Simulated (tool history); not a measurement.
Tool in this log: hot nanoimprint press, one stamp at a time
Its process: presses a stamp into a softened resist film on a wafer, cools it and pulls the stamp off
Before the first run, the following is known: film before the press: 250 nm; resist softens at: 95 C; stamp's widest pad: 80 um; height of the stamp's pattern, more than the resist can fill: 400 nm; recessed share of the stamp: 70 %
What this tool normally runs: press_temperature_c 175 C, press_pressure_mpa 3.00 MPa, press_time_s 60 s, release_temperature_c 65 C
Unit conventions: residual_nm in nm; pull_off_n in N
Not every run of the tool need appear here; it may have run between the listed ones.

run 1 hour=0.0 | press_temperature_c=175 press_pressure_mpa=3.00 press_time_s=60 release_temperature_c=65 | residual_nm=130.7 pull_off_n=114
run 2 hour=10.1 | press_temperature_c=175 press_pressure_mpa=3.00 press_time_s=60 release_temperature_c=65 | residual_nm=130.7 pull_off_n=119
run 3 hour=23.9 | press_temperature_c=175 press_pressure_mpa=3.00 press_time_s=60 release_temperature_c=65 | residual_nm=132.3 pull_off_n=121
run 4 hour=32.7 | press_temperature_c=175 press_pressure_mpa=3.00 press_time_s=60 release_temperature_c=65 | residual_nm=131.4 pull_off_n=116
run 5 hour=38.8 | press_temperature_c=175 press_pressure_mpa=3.00 press_time_s=60 release_temperature_c=65 | residual_nm=132.1 pull_off_n=122
run 6 hour=45.6 | press_temperature_c=175 press_pressure_mpa=3.00 press_time_s=60 release_temperature_c=60 | residual_nm=131.5 pull_off_n=126
run 7 hour=54.9 | press_temperature_c=175 press_pressure_mpa=3.00 press_time_s=60 release_temperature_c=61 | residual_nm=131.2 pull_off_n=128
run 8 hour=66.2 | press_temperature_c=175 press_pressure_mpa=3.00 press_time_s=60 release_temperature_c=61 | residual_nm=131.4 pull_off_n=130
run 9 hour=74.3 | press_temperature_c=175 press_pressure_mpa=3.00 press_time_s=60 release_temperature_c=61 | residual_nm=132.0 pull_off_n=138
run 10 hour=80.4 | press_temperature_c=175 press_pressure_mpa=3.00 press_time_s=60 release_temperature_c=65 | residual_nm=131.6 pull_off_n=126
run 11 hour=91.5 | press_temperature_c=175 press_pressure_mpa=3.00 press_time_s=60 release_temperature_c=65 | residual_nm=131.5 pull_off_n=126
run 12 hour=103.3 | press_temperature_c=175 press_pressure_mpa=3.00 press_time_s=60 release_temperature_c=65 | residual_nm=132.8 pull_off_n=127
run 13 hour=109.4 | press_temperature_c=175 press_pressure_mpa=3.00 press_time_s=60 release_temperature_c=65 | residual_nm=132.7 pull_off_n=128
run 14 hour=123.4 | press_temperature_c=175 press_pressure_mpa=3.00 press_time_s=60 release_temperature_c=65 | residual_nm=132.6 pull_off_n=127
run 15 hour=132.0 | press_temperature_c=175 press_pressure_mpa=3.00 press_time_s=60 release_temperature_c=65 | residual_nm=131.2 pull_off_n=134
run 16 hour=138.7 | press_temperature_c=180 press_pressure_mpa=3.18 press_time_s=60 release_temperature_c=65 | residual_nm=110.2 pull_off_n=128
run 17 hour=149.3 | press_temperature_c=166 press_pressure_mpa=3.00 press_time_s=60 release_temperature_c=53 | residual_nm=171.0 pull_off_n=155
run 18 hour=160.0 | press_temperature_c=185 press_pressure_mpa=2.14 press_time_s=60 release_temperature_c=62 | residual_nm=113.5 pull_off_n=132
run 19 hour=168.2 | press_temperature_c=175 press_pressure_mpa=4.05 press_time_s=55 release_temperature_c=65 | residual_nm=121.1 pull_off_n=135
run 20 hour=182.5 | press_temperature_c=175 press_pressure_mpa=4.05 press_time_s=55 release_temperature_c=65 | residual_nm=121.2 pull_off_n=139

Run 21 is up next; what results do you expect?
run 21 hour=195.5 | press_temperature_c=170 press_pressure_mpa=4.05 press_time_s=61 release_temperature_c=65 | residual_nm=? pull_off_n=?

For run 21 the tool returned residual_nm 138.3 nm, pull_off_n 137 N.
With the hidden condition absent and the run-to-run variation left alone, this run would have shown residual_nm 132.8 nm, pull_off_n 116 N.
